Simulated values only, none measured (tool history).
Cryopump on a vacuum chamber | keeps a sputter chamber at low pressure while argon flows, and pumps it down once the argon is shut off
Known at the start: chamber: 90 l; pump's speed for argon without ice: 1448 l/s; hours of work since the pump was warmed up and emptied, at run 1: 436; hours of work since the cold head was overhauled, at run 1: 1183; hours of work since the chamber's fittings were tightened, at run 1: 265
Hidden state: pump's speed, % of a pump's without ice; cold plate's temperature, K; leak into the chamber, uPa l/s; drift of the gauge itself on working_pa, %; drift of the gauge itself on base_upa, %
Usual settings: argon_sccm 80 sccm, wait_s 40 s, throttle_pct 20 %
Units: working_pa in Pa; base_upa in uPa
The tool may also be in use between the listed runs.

| run | hour | argon_sccm | wait_s | throttle_pct | hours of work since the pump was warmed up and emptied | hours of work since the cold head was overhauled | hours of work since the chamber's fittings were tightened | working_pa | base_upa |
|---|---|---|---|---|---|---|---|---|---|
| 1 | 0.0 | 80 | 40 | 20 | 436 | 1183 | 265 | 0.4811 | 1.81 |
| 2 | 59.8 | 80 | 40 | 20 | 463 | 1210 | 292 | 0.4824 | 1.88 |
| 3 | 143.8 | 80 | 40 | 20 | 501 | 1248 | 331 | 0.4802 | 1.94 |
| 4 | 256.5 | 66 | 40 | 20 | 552 | 1299 | 382 | 0.4043 | 2.03 |
| 5 | 369.3 | 66 | 40 | 20 | 603 | 1350 | 433 | 0.4041 | 2.10 |
| 6 | 437.1 | 80 | 40 | 20 | 634 | 1381 | 464 | 0.4885 | 2.19 |
| 7 | 567.8 | 80 | 40 | 20 | 694 | 1440 | 523 | 0.4949 | 2.26 |
| 8 | 638.1 | 76 | 40 | 20 | 726 | 1472 | 555 | 0.4713 | 2.37 |
|  | 683.1 | pump warmed up, emptied and cooled again |
| 9 | 705.6 | 80 | 23 | 20 | 10 | 1501 | 583 | 0.4642 | 3.07 |
| 10 | 825.5 | 80 | 83 | 20 | 65 | 1555 | 638 | 0.4684 | 1.68 |
| 11 | 958.3 | 80 | 40 | 20 | 125 | 1616 | 698 | 0.4715 | 2.28 |
| 12 | 1075.4 | 80 | 40 | 20 | 178 | 1669 | 751 | 0.4731 | 2.45 |
| 13 | 1133.6 | 80 | 40 | 20 | 205 | 1695 | 778 | 0.4744 | 2.52 |
| 14 | 1205.5 | 80 | 40 | 20 | 237 | 1728 | 811 | 0.4792 | 2.57 |
| 15 | 1295.5 | 80 | 40 | 20 | 278 | 1769 | 851 | 0.4763 | 2.64 |
| 16 | 1415.1 | 80 | 40 | 20 | 332 | 1823 | 906 | 0.4791 | 2.71 |
| 17 | 1537.4 | 80 | 74 | 20 | 388 | 1879 | 961 | 0.4803 | 2.31 |
| 18 | 1627.0 | 80 | 40 | 20 | 429 | 1919 | 1002 | 0.4861 | 2.96 |
| 19 | 1686.0 | 80 | 40 | 52 | 456 | 1946 | 1029 | 0.1972 | 3.02 |
| 20 | 1797.7 | 112 | 40 | 52 | 506 | 1997 | 1079 | 0.2780 | 3.08 |
| 21 | 1916.3 | 112 | 40 | 52 | 560 | 2051 | 1133 | 0.2831 | 3.35 |
| 22 | 1974.0 | 80 | 268 | 20 | 586 | 2077 | 1160 | 0.4905 | 2.37 |
| 23 | 2028.8 | 155 | 40 | 25 | 611 | 2102 | 1184 | 0.7736 | 3.53 |
| 24 | 2090.7 | 80 | 40 | 18 | 639 | 2130 | 1213 | 0.5438 | 3.42 |
| 25 | 2173.4 | 48 | 278 | 18 | 677 | 2167 | 1250 | 0.3280 | 2.58 |
|  | 2252.1 | leaking fittings of the chamber tightened, without venting |
| 26 | 2254.1 | 48 | 88 | 18 | 713 | 2203 | 1 | 0.3280 | 0.81 |
|  | 2326.4 | pump warmed up, emptied and cooled again |
| 27 | 2377.3 | 124 | 88 | 57 | 23 | 2257 | 55 | 0.2578 | 0.84 |
| 28 | 2483.4 | 67 | 106 | 57 | 71 | 2305 | 103 | 0.1406 | 0.77 |
| 29 | 2544.9 | 34 | 106 | 57 | 99 | 2333 | 131 | 0.0724 | 0.85 |
| 30 | 2620.7 | 80 | 30 | 20 | 134 | 2367 | 165 | 0.4758 | 2.04 |
| 31 | 2703.5 | 80 | 30 | 20 | 171 | 2405 | 203 | 0.4739 | 2.08 |
| 32 | 2784.2 | 139 | 51 | 47 | 208 | 2442 | 239 | 0.3600 | 1.49 |
| 33 | 2905.0 | 88 | 61 | 47 | 263 | 2497 | 294 | 0.2282 | 1.42 |
| 34 | 2986.4 | 69 | 206 | 22 | 300 | 2534 | 331 | 0.3774 | 0.95 |
| 35 | 3048.9 | 42 | 35 | 52 | 328 | 2562 | 360 | 0.1014 | 2.13 |

3 ways to go on from here, each from the tool as it stands after run 35. What would each give?
| A | 3119.5 | 91 | 101 | 30 | 360 | 2594 | 392 | ? | ? |
| B | 3119.5 | 40 | 100 | 52 | 360 | 2594 | 392 | ? | ? |
| C | 3119.5 | 80 | 77 | 47 | 360 | 2594 | 392 | ? | ? |

| run | working_pa | base_upa |
|---|---|---|
| A | 0.3689 | 1.28 |
| B | 0.0954 | 1.31 |
| C | 0.2123 | 1.44 |
Without the tool's hidden state the same runs would have given:
| run | working_pa | base_upa |
|---|---|---|
| A | 0.3529 | 0.68 |
| B | 0.0884 | 0.71 |
| C | 0.1982 | 0.84 |

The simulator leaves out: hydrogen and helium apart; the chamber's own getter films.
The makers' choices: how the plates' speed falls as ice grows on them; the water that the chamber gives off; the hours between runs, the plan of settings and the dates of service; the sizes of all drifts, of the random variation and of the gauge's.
